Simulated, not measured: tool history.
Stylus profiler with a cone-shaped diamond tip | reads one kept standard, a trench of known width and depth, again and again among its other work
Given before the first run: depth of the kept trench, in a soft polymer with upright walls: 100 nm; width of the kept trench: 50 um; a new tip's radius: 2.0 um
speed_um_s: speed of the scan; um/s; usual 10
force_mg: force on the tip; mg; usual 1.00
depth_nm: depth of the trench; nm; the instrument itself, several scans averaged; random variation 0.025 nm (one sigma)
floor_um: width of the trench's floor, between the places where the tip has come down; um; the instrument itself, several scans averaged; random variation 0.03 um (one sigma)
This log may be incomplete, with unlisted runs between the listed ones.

Run 1, hour 0.0: usual settings. Result: depth_nm 100.60 nm, floor_um 48.70 um.
Run 2, hour 16.7: usual settings. Result: depth_nm 100.61 nm, floor_um 48.71 um.
Run 3, hour 35.5: usual settings. Result: depth_nm 100.62 nm, floor_um 48.71 um.
Run 4, hour 57.7: usual settings. Result: depth_nm 100.60 nm, floor_um 48.71 um.
Run 5, hour 75.0: usual settings. Result: depth_nm 100.61 nm, floor_um 48.65 um.
Run 6, hour 95.8: usual settings. Result: depth_nm 100.61 nm, floor_um 48.70 um.
Run 7, hour 109.1: usual settings but speed_um_s 5 um/s. Result: depth_nm 100.63 nm, floor_um 48.74 um.
Run 8, hour 129.5: usual settings. Result: depth_nm 100.60 nm, floor_um 48.69 um.
Run 9, hour 142.2: usual settings but force_mg 1.18 mg. Result: depth_nm 100.68 nm, floor_um 48.70 um.
Run 10, hour 152.8: usual settings but force_mg 1.18 mg. Result: depth_nm 100.72 nm, floor_um 48.66 um.
Run 11, hour 178.5: usual settings but force_mg 1.18 mg. Result: depth_nm 100.67 nm, floor_um 48.66 um.
Run 12, hour 189.5: usual settings but force_mg 1.18 mg. Result: depth_nm 100.62 nm, floor_um 48.68 um.
Run 13, hour 200.0: usual settings. Result: depth_nm 100.60 nm, floor_um 48.72 um.
Run 14, hour 220.0: usual settings. Result: depth_nm 100.62 nm, floor_um 48.71 um.
Run 15, hour 231.4: usual settings but force_mg 0.43 mg. Result: depth_nm 100.37 nm, floor_um 48.71 um.
Run 16, hour 249.4: usual settings. Result: depth_nm 100.62 nm, floor_um 48.67 um.
Run 17, hour 261.5: usual settings but speed_um_s 2 um/s. Result: depth_nm 100.62 nm, floor_um 48.75 um.
Run 18, hour 282.3: usual settings but speed_um_s 2 um/s. Result: depth_nm 100.57 nm, floor_um 48.76 um.
Run 19, hour 305.8: usual settings but speed_um_s 2 um/s. Result: depth_nm 100.59 nm, floor_um 48.69 um.
Run 20, hour 330.2: usual settings but speed_um_s 2 um/s. Result: depth_nm 100.63 nm, floor_um 48.73 um.
Run 21, hour 354.2: usual settings but speed_um_s 2 um/s. Result: depth_nm 100.62 nm, floor_um 48.71 um.
Run 22, hour 372.8: usual settings. Result: depth_nm 100.60 nm, floor_um 48.71 um.
Run 23, hour 396.5: usual settings. Result: depth_nm 100.55 nm, floor_um 48.70 um.
Run 24, hour 418.4: usual settings but force_mg 2.54 mg. Result: depth_nm 101.14 nm, floor_um 48.67 um.
Run 25, hour 432.2: usual settings but force_mg 0.38 mg. Result: depth_nm 100.33 nm, floor_um 48.66 um.
Run 26, hour 452.6: usual settings but force_mg 0.38 mg. Result: depth_nm 100.32 nm, floor_um 48.65 um.
Run 27, hour 467.9: usual settings but speed_um_s 5 um/s, force_mg 2.95 mg. Result: depth_nm 101.29 nm, floor_um 48.73 um.
Run 28, hour 491.8: usual settings but speed_um_s 5 um/s, force_mg 2.95 mg. Result: depth_nm 101.21 nm, floor_um 48.74 um.
Run 29, hour 507.9: usual settings but speed_um_s 4 um/s, force_mg 0.51 mg. Result: depth_nm 100.38 nm, floor_um 48.70 um.
Run 30, hour 527.4: usual settings but speed_um_s 14 um/s, force_mg 0.83 mg. Result: depth_nm 100.57 nm, floor_um 48.63 um.
Run 31, hour 538.9: usual settings but speed_um_s 19 um/s, force_mg 0.83 mg. Result: depth_nm 100.55 nm, floor_um 48.63 um.
Run 32, hour 553.5: usual settings but speed_um_s 39 um/s. Result: depth_nm 100.60 nm, floor_um 48.46 um.
Run 33, hour 573.5: usual settings but speed_um_s 36 um/s, force_mg 0.63 mg. Result: depth_nm 100.47 nm, floor_um 48.49 um.
Run 34, hour 592.8: usual settings but speed_um_s 2 um/s. Result: depth_nm 100.64 nm, floor_um 48.73 um.
Run 35, hour 617.2: usual settings but speed_um_s 2 um/s. Result: depth_nm 100.58 nm, floor_um 48.75 um.
Run 36, hour 631.0: usual settings but speed_um_s 2 um/s. Result: depth_nm 100.67 nm, floor_um 48.76 um.
Run 37, hour 643.5: usual settings but speed_um_s 14 um/s. Result: depth_nm 100.62 nm, floor_um 48.73 um.
Run 38, hour 667.7: usual settings but speed_um_s 7 um/s, force_mg 2.53 mg. Result: depth_nm 101.12 nm, floor_um 48.75 um.
Run 39, hour 689.7: usual settings but speed_um_s 13 um/s, force_mg 0.95 mg. Result: depth_nm 100.60 nm, floor_um 48.66 um.
Run 40, hour 702.7: usual settings but speed_um_s 3 um/s, force_mg 2.29 mg. Result: depth_nm 101.11 nm, floor_um 48.77 um.
Run 41, hour 719.3: usual settings but speed_um_s 2 um/s. Result: depth_nm 100.64 nm, floor_um 48.74 um.
Run 42, hour 731.8: usual settings but speed_um_s 2 um/s. Result: depth_nm 100.62 nm, floor_um 48.74 um.
Run 43, hour 756.5: usual settings but speed_um_s 2 um/s. Result: depth_nm 100.63 nm, floor_um 48.80 um.
Run 44, hour 775.8: usual settings but speed_um_s 2 um/s. Result: depth_nm 100.64 nm, floor_um 48.76 um.
Run 45, hour 796.7: usual settings but speed_um_s 20 um/s, force_mg 0.89 mg. Result: depth_nm 100.58 nm, floor_um 48.68 um.
Run 46, hour 811.8: usual settings but force_mg 0.85 mg. Result: depth_nm 100.52 nm, floor_um 48.70 um.

Below are 4 alternative next runs, each starting from the tool's condition after run 46. Predict each:
Run A, hour 822.5: usual settings but speed_um_s 7 um/s, force_mg 1.72 mg. Result: depth_nm ?, floor_um ?.
Run B, hour 822.5: usual settings but speed_um_s 15 um/s, force_mg 0.66 mg. Result: depth_nm ?, floor_um ?.
Run C, hour 822.5: usual settings but speed_um_s 9 um/s, force_mg 2.34 mg. Result: depth_nm ?, floor_um ?.
Run D, hour 822.5: usual settings but speed_um_s 4 um/s. Result: depth_nm ?, floor_um ?.

run  depth_nm  floor_um
  A    100.88     48.70
  B    100.45     48.62
  C    101.07     48.72
  D    100.62     48.73
Take away the tool's hidden state, keep each run's random variation, and the runs would have read:
run  depth_nm  floor_um
  A    100.88     48.71
  B    100.45     48.62
  C    101.07     48.73
  D    100.63     48.74
